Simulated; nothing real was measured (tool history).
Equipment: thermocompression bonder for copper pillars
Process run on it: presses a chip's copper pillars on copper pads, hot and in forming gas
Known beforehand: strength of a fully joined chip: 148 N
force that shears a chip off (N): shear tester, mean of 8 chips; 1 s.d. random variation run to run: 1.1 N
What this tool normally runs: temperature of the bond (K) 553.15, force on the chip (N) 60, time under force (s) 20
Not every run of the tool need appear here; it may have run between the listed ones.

run	day	temperature of the bond (K)	force on the chip (N)	time under force (s)	force that shears a chip off (N)
1	0	553.15	60	20	90.8
2	1.133	542.15	60	20	81
3	2.6	553.15	60	20	89.1
4	3.471	553.15	60	20	87.8
5	4.604	553.15	60	20	84.4
6	5.875	553.15	80	20	100.2
# day 6.129: heater calibrated with a thermocouple chip
# day 6.662: forming gas filter changed
7	7.5	553.15	80	20	116.1
8	8.454	553.15	89	20	120.1
9	9.933	553.15	60	20	98.2
10	10.946	553.15	60	20	96.5
11	12.183	553.15	60	15	88.4
12	13.888	553.15	60	15	86.4
13	15.788	553.15	60	15	85.8
14	17.329	553.15	63	20	95
15	18.633	553.15	51	20	83.3
16	20.308	553.15	60	20	90.9
17	21.308	553.15	60	20	89.9
# day 21.862: forming gas filter changed
18	22.338	553.15	60	20	100.2
19	24.012	579.15	60	20	114.3
20	25.004	553.15	60	20	95.5
21	26.892	553.15	60	20	94.5
22	28.075	553.15	38	40	87.5
23	29.462	567.15	66	19	104.4
24	30.904	553.15	45	46	96.4
25	32.438	553.15	58	26	93.6
26	33.596	553.15	58	26	94.8
27	35.033	553.15	60	20	88.7
28	36.758	556.15	60	20	87.9
# day 37.062: forming gas filter changed
29	37.567	556.15	60	20	97.2
30	39.367	553.15	37	22	69.9
31	40.612	532.15	37	28	60.3
32	41.75	560.15	36	19	68.8
33	43.442	576.15	49	12	80.4
34	44.558	541.15	38	20	56.7
35	46.312	545.15	81	20	97.6
36	47.604	563.15	70	25	105.9
37	48.433	563.15	39	12	59.3
38	49.412	563.15	39	12	58.4
39	50.975	553.15	60	20	83.2

What if the next run were any one of these 4? Each begins from the tool's condition after run 39:
# day 52.167: heater calibrated with a thermocouple chip
# day 52.317: forming gas filter changed
A	52.75	528.15	70	20	?
# day 52.167: heater calibrated with a thermocouple chip
# day 52.317: forming gas filter changed
B	52.75	563.15	60	39	?
# day 52.167: heater calibrated with a thermocouple chip
# day 52.317: forming gas filter changed
C	52.75	558.15	59	52	?
# day 52.167: heater calibrated with a thermocouple chip
# day 52.317: forming gas filter changed
D	52.75	561.15	60	41	?

run	force that shears a chip off (N)
A	84.8
B	121.1
C	123.5
D	118.9
Take away the tool's hidden state, keep each run's random variation, and the runs would have read:
run	force that shears a chip off (N)
A	87.2
B	123.3
C	125.6
D	121
